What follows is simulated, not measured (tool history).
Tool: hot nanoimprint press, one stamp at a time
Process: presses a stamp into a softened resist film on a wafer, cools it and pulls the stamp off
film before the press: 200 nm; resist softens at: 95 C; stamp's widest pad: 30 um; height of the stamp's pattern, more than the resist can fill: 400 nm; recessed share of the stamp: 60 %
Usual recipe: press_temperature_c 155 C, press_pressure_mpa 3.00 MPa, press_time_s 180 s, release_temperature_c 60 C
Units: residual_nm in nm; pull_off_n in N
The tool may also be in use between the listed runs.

run,hour,press_temperature_c,press_pressure_mpa,press_time_s,release_temperature_c,residual_nm,pull_off_n
1,0.0,155,3.00,180,60,111.4,221
2,11.6,155,3.00,279,60,95.6,222
3,32.5,155,3.00,180,60,111.7,227
4,47.3,155,3.00,180,60,111.4,226
5,67.7,155,3.00,180,60,111.5,226
6,79.4,155,3.00,180,60,112.0,229
7,97.2,155,3.00,180,60,111.1,223
8,115.7,155,3.00,180,60,111.3,227
9,126.3,155,3.00,180,60,110.9,224
10,141.6,155,3.00,180,60,111.4,227
11,159.2,155,3.00,180,60,111.6,222
12,169.4,155,3.00,180,60,111.4,226
13,185.2,155,3.00,180,60,111.5,222
14,193.9,154,2.63,329,53,98.2,258
15,209.0,154,2.63,329,53,98.4,260
16,223.4,146,2.63,109,53,164.3,259
17,236.8,146,2.57,180,60,151.9,230
18,255.4,155,3.00,180,67,110.6,197
19,274.9,155,3.00,180,67,111.6,191
20,284.1,155,3.00,180,67,111.7,194
21,296.7,153,3.00,180,45,118.9,295
22,313.5,153,3.00,180,45,118.8,302
23,331.2,153,3.00,180,45,118.4,297
24,346.1,161,3.23,153,50,94.1,269
25,359.4,154,2.00,303,55,113.4,252

Each row is a separate what-if for the run after 25, all from the same tool condition, not one after another. Results?
A,374.6,155,2.10,180,56,?,?
B,374.6,146,2.00,303,49,?,?
C,374.6,147,3.00,180,53,?,?

run,residual_nm,pull_off_n
A,126.7,246
B,143.5,279
C,140.4,255
The same runs, with their run-to-run variation unchanged, on a tool lacking any hidden condition would have given:
run,residual_nm,pull_off_n
A,126.8,246
B,143.6,278
C,140.5,255
